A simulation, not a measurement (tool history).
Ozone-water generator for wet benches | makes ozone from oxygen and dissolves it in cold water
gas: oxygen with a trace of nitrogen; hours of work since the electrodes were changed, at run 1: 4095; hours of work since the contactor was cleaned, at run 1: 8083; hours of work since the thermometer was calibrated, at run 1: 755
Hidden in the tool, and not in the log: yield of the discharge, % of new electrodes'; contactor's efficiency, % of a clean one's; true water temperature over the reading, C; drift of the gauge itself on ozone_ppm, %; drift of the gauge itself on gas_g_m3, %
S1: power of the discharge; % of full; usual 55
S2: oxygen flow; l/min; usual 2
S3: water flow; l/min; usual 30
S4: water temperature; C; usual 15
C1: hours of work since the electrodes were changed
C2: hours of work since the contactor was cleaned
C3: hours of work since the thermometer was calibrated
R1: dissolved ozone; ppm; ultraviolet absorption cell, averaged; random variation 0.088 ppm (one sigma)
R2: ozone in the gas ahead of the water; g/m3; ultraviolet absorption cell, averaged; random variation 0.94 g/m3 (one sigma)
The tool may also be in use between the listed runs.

Run 1, hour 0: usual settings; C1 4095; C2 8083; C3 755. Result: R1 5.37 ppm, R2 149.5 g/m3.
Run 2, hour 121.1: usual settings but S4 14 C; C1 4183; C2 8171; C3 844. Result: R1 5.49 ppm, R2 150 g/m3.
Run 3, hour 246.9: usual settings but S4 14 C; C1 4274; C2 8262; C3 935. Result: R1 5.59 ppm, R2 151.1 g/m3.
Run 4, hour 390.7: usual settings but S4 14 C; C1 4379; C2 8367; C3 1040. Result: R1 5.5 ppm, R2 149.4 g/m3.
Run 5, hour 503.8: usual settings but S4 14 C; C1 4461; C2 8449; C3 1122. Result: R1 5.61 ppm, R2 147.7 g/m3.
Run 6, hour 644.1: usual settings but S4 14 C; C1 4563; C2 8551; C3 1224. Result: R1 5.46 ppm, R2 150.5 g/m3.
Run 7, hour 805.4: usual settings; C1 4680; C2 8668; C3 1341. Result: R1 5.53 ppm, R2 148.7 g/m3.
Run 8, hour 1012.9: usual settings but S4 10 C; C1 4831; C2 8819; C3 1492. Result: R1 5.54 ppm, R2 148.5 g/m3.
Run 9, hour 1143: usual settings; C1 4926; C2 8914; C3 1586. Result: R1 5.39 ppm, R2 146.9 g/m3.
Run 10, hour 1353.4: usual settings but S3 22 l/min; C1 5079; C2 9067; C3 1739. Result: R1 7.69 ppm, R2 147.3 g/m3.
Run 11, hour 1534.2: usual settings but S3 22 l/min; C1 5210; C2 9198; C3 1871. Result: R1 7.69 ppm, R2 149.1 g/m3.
Run 12, hour 1708.6: usual settings but S1 56 % of full; C1 5337; C2 9325; C3 1998. Result: R1 5.36 ppm, R2 149.5 g/m3.
Run 13, hour 1881: usual settings but S1 56 % of full; C1 5462; C2 9450; C3 2123. Result: R1 5.24 ppm, R2 148.6 g/m3.
Run 14, hour 2085.6: usual settings; C1 5611; C2 9599; C3 2272. Result: R1 5.32 ppm, R2 147.9 g/m3.
Run 15, hour 2297.2: usual settings but S2 3.47 l/min; C1 5765; C2 9753; C3 2426. Result: R1 6.37 ppm, R2 116 g/m3.
Run 16, hour 2421: usual settings but S2 3.47 l/min; C1 5855; C2 9843; C3 2516. Result: R1 6.39 ppm, R2 113.9 g/m3.
Run 17, hour 2544.6: usual settings but S2 3.47 l/min; C1 5945; C2 9933; C3 2605. Result: R1 6.35 ppm, R2 116.3 g/m3.
At hour 2559.6: contactor cleaned.
Run 18, hour 2739.3: usual settings but S1 42 % of full, S2 3.47 l/min; C1 6083; C2 131; C3 2744. Result: R1 4.67 ppm, R2 92 g/m3.
Run 19, hour 2947.7: usual settings but S1 58 % of full, S2 2.02 l/min, S3 21 l/min; C1 6235; C2 282; C3 2896. Result: R1 7.94 ppm, R2 148.8 g/m3.
Run 20, hour 3054.1: usual settings but S1 58 % of full, S2 2.02 l/min, S3 21 l/min; C1 6312; C2 360; C3 2973. Result: R1 7.75 ppm, R2 152.9 g/m3.
Run 21, hour 3174.4: usual settings but S1 84 % of full, S2 2.89 l/min, S4 22 C; C1 6400; C2 447; C3 3060. Result: R1 7.66 ppm, R2 174.7 g/m3.
At hour 3225.9: contactor cleaned, once more.
Run 22, hour 3396.2: usual settings but S1 84 % of full, S2 2.89 l/min, S3 26 l/min, S4 13 C; C1 6558; C2 124; C3 3219. Result: R1 10.55 ppm, R2 174.2 g/m3.
Run 23, hour 3498.4: usual settings but S3 24 l/min; C1 6632; C2 198; C3 3293. Result: R1 7.07 ppm, R2 145.5 g/m3.
Run 24, hour 3635.8: usual settings but S1 59 % of full, S3 22 l/min; C1 6732; C2 298; C3 3393. Result: R1 8.29 ppm, R2 153.2 g/m3.
Run 25, hour 3746.9: usual settings but S2 2.56 l/min, S3 20 l/min; C1 6813; C2 379; C3 3474. Result: R1 9.42 ppm, R2 128.9 g/m3.
At hour 3893.6: water thermometer calibrated.
Run 26, hour 3945.4: usual settings but S2 2.56 l/min, S3 20 l/min; C1 6957; C2 523; C3 38. Result: R1 9.41 ppm, R2 128.3 g/m3.
Run 27, hour 4097.6: usual settings but S2 2.56 l/min; C1 7068; C2 633; C3 148. Result: R1 6 ppm, R2 128.4 g/m3.
Run 28, hour 4292.2: usual settings but S1 42 % of full, S2 1.14 l/min; C1 7209; C2 775; C3 290. Result: R1 3.36 ppm, R2 145 g/m3.
Run 29, hour 4513.7: usual settings but S1 42 % of full, S2 1.14 l/min; C1 7370; C2 936; C3 451. Result: R1 3.48 ppm, R2 145.1 g/m3.
Run 30, hour 4727.4: usual settings but S1 42 % of full, S2 1.14 l/min; C1 7526; C2 1091; C3 606. Result: R1 3.21 ppm, R2 144.5 g/m3.
Run 31, hour 4827.1: usual settings but S1 42 % of full, S2 1.14 l/min; C1 7598; C2 1164; C3 679. Result: R1 3.34 ppm, R2 145.5 g/m3.
Run 32, hour 4943.4: usual settings but S1 42 % of full, S2 1.14 l/min; C1 7683; C2 1248; C3 763. Result: R1 3.16 ppm, R2 146.8 g/m3.
Run 33, hour 5079.4: usual settings but S2 1 l/min; C1 7781; C2 1347; C3 862. Result: R1 3.86 ppm, R2 191.7 g/m3.

Some steps in R1 between neighbouring runs. How much of each would the tool show without its hidden state too (settings, what came in, random variation), and how much is left for the hidden state, with any gauge scatter that isn't in both results?
Run 18 -> 19: S1 42 -> 58, S2 3.47 -> 2.02, S3 30 -> 21. R1 +3.27 ppm: hidden state -0.85, all else +4.12.
Run 20 -> 21: S1 58 -> 84, S2 2.02 -> 2.89, S3 21 -> 30, S4 15 -> 22. R1 -0.09 ppm: hidden state -0.55, all else +0.46.
Run 22 -> 23: S1 84 -> 55, S2 2.89 -> 2, S3 26 -> 24, S4 13 -> 15. R1 -3.48 ppm: hidden state +1.05, all else -4.53.
Run 26 -> 27: S3 20 -> 30. R1 -3.41 ppm: hidden state +0.41, all else -3.82.
